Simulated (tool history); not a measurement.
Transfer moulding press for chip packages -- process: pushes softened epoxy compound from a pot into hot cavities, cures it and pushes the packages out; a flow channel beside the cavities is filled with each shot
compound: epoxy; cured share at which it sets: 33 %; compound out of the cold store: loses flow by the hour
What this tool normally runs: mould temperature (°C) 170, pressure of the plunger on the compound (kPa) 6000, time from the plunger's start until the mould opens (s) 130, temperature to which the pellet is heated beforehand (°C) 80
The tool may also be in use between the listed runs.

run	day	mould temperature (°C)	pressure of the plunger on the compound (kPa)	time from the plunger's start until the mould opens (s)	temperature to which the pellet is heated beforehand (°C)	incoming compound's hours out of the cold store	length that the compound runs in the flow channel (mm)	greatest force on the pins that push the packages out (N)
1	0.000	170	6000	130	80	20.8	538	581
2	1.904	170	6000	130	80	23.5	532	658
# day 3.871: cavities cleaned with cleaning compound and waxed
3	5.588	170	5850	130	80	26.9	513	801
# day 5.908: plunger's sealing rings changed
4	7.292	170	5850	130	80	14.8	553	794
# day 8.292: cavities cleaned with cleaning compound and waxed
5	9.325	170	5850	130	80	25.0	530	591
6	12.379	170	6300	130	80	31.0	534	722
# day 12.608: cavities cleaned with cleaning compound and waxed, once more
7	15.225	170	6000	130	84	12.9	555	688
# day 16.971: cavities cleaned with cleaning compound and waxed
8	18.646	170	6060	130	80	11.8	559	639
# day 21.079: mould's thermocouples calibrated
# day 21.408: cavities cleaned with cleaning compound and waxed
9	21.712	170	6350	130	80	40.6	511	544
10	23.212	170	6000	147	80	13.1	551	582
# day 25.679: cavities cleaned with cleaning compound and waxed
11	26.438	170	6000	130	80	16.3	538	604
# day 27.033: plunger's sealing rings changed
12	28.512	170	6000	130	80	40.8	507	693
# day 30.067: cavities cleaned with cleaning compound and waxed
13	31.192	170	6000	130	80	16.3	556	621
14	33.992	169	5890	163	80	33.1	515	650
# day 34.388: cavities cleaned with cleaning compound and waxed
15	37.425	168	6960	163	80	26.2	575	635
# day 38.871: cavities cleaned with cleaning compound and waxed
16	40.617	171	5030	117	74	21.4	487	701
# day 43.092: cavities cleaned with cleaning compound and waxed
17	43.521	171	6000	124	86	26.5	519	560
18	45.500	171	6000	124	86	9.9	552	665
# day 45.762: mould's thermocouples calibrated
# day 47.446: cavities cleaned with cleaning compound and waxed
# day 48.029: plunger's sealing rings changed
19	48.704	171	6000	124	86	39.2	508	588
20	50.658	177	4740	113	82	43.7	433	636
# day 51.792: cavities cleaned with cleaning compound and waxed
21	54.308	175	6000	121	80	30.8	510	613
# day 56.017: cavities cleaned with cleaning compound and waxed
22	56.596	175	6000	121	80	30.9	509	537
23	59.412	175	6000	121	80	12.2	543	626
# day 60.254: cavities cleaned with cleaning compound and waxed
24	62.867	177	5320	139	74	35.9	462	569
# day 64.604: cavities cleaned with cleaning compound and waxed
25	65.542	167	5090	135	76	22.4	494	663
26	68.142	170	5740	118	72	40.3	480	776

Alternative continuations, all from the tool just after run 26; predict every row:
# day 69.000: plunger's sealing rings changed
# day 69.062: cavities cleaned with cleaning compound and waxed
# day 70.742: mould's thermocouples calibrated
A	71.604	170	6000	130	84	46.7	?	?
# day 69.000: plunger's sealing rings changed
# day 69.062: cavities cleaned with cleaning compound and waxed
# day 70.742: mould's thermocouples calibrated
B	71.604	170	6000	117	80	14.7	?	?
# day 69.000: plunger's sealing rings changed
# day 69.062: cavities cleaned with cleaning compound and waxed
# day 70.742: mould's thermocouples calibrated
C	71.604	169	5740	118	72	18.2	?	?
# day 69.000: plunger's sealing rings changed
# day 69.062: cavities cleaned with cleaning compound and waxed
# day 70.742: mould's thermocouples calibrated
D	71.604	170	7320	151	75	21.4	?	?

run	length that the compound runs in the flow channel (mm)	greatest force on the pins that push the packages out (N)
A	495	671
B	563	765
C	545	822
D	604	586
What these runs would have given with no unlogged condition in the tool:
run	length that the compound runs in the flow channel (mm)	greatest force on the pins that push the packages out (N)
A	498	530
B	566	604
C	548	648
D	608	462
